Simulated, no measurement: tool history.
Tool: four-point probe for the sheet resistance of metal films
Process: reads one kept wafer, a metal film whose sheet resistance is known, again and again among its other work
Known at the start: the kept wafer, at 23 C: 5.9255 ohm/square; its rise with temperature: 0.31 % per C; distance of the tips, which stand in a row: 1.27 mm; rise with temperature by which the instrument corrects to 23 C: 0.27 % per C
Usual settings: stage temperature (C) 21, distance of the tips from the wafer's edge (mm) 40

run    hour  stage temperature (C)  distance of the tips from the wafer's edge (mm)  sheet resistance as the instrument gives it (ohm/square)
  1       0                     21                                               40                                                  5.942159
  2    70.9                     21                                               40                                                  5.942665
  3   124.9                     21                                               40                                                  5.943796
  4     177                     21                                               50                                                  5.941047
  5   255.9                     21                                               50                                                  5.942233
  6   289.6                     21                                               50                                                   5.94321
  7   332.6                     21                                               50                                                  5.946493
  8   392.7                     21                                               50                                                  5.943605
  9     460                     21                                               50                                                  5.946171
 10   528.4                     21                                               50                                                  5.948876
 11   572.8                     21                                               50                                                  5.949721
 12   608.5                     30                                               40                                                  5.971324
 13   646.7                     30                                               40                                                  5.970086
 14   695.4                     30                                               40                                                  5.970344
 15   762.2                     35                                               40                                                  5.983926
      786.7  -- stage's thermometer calibrated
 16   816.6                     35                                               21                                                  5.977964
 17   855.3                     35                                               21                                                  5.974977
 18   908.7                     35                                               21                                                  5.977097
 19   942.4                     33                                               40                                                  5.963121
      990.3  -- new probe head fitted
 20  1014.8                     33                                               40                                                  5.928235
 21  1054.9                     33                                               40                                                  5.929002
 22  1103.6                     33                                               10                                                  5.979117
 23  1148.8                     33                                               13                                                  5.956231
 24    1211                     21                                               20                                                  5.917345
 25  1264.8                     28                                               40                                                   5.92307
 26  1346.5                     29                                               11                                                  5.964779
 27    1384                     29                                               11                                                  5.965624
 28    1418                     29                                               11                                                  5.965702
 29  1452.3                     29                                               11                                                  5.964492
 30  1518.1                     24                                               21                                                  5.925465
 31  1554.4                     25                                               30                                                  5.922173
 32  1592.4                     32                                                4                                                  6.238153
 33  1634.6                     32                                                4                                                  6.238122
 34  1686.1                     21                                                4                                                  6.214068
 35  1759.9                     29                                                5                                                  6.128405
 36  1838.5                     24                                               40                                                   5.92279
 37    1885                     24                                               40                                                  5.924203
 38  1951.1                     21                                               44                                                  5.918512
 39  2027.9                     21                                               44                                                  5.918514
 40    2075                     21                                               44                                                  5.920022

3 ways to go on from here, each from the tool as it stands after run 40. What would each give?
  A  2148.3                     32                                                3                                                         ?
  B  2148.3                     27                                                8                                                         ?
  C  2148.3                     26                                               14                                                         ?

run  sheet resistance as the instrument gives it (ohm/square)
  A                                                  6.460749
  B                                                  6.012482
  C                                                  5.955481
Without the tool's hidden state the same runs would have given:
run  sheet resistance as the instrument gives it (ohm/square)
  A                                                  6.463743
  B                                                  6.015221
  C                                                  5.958178
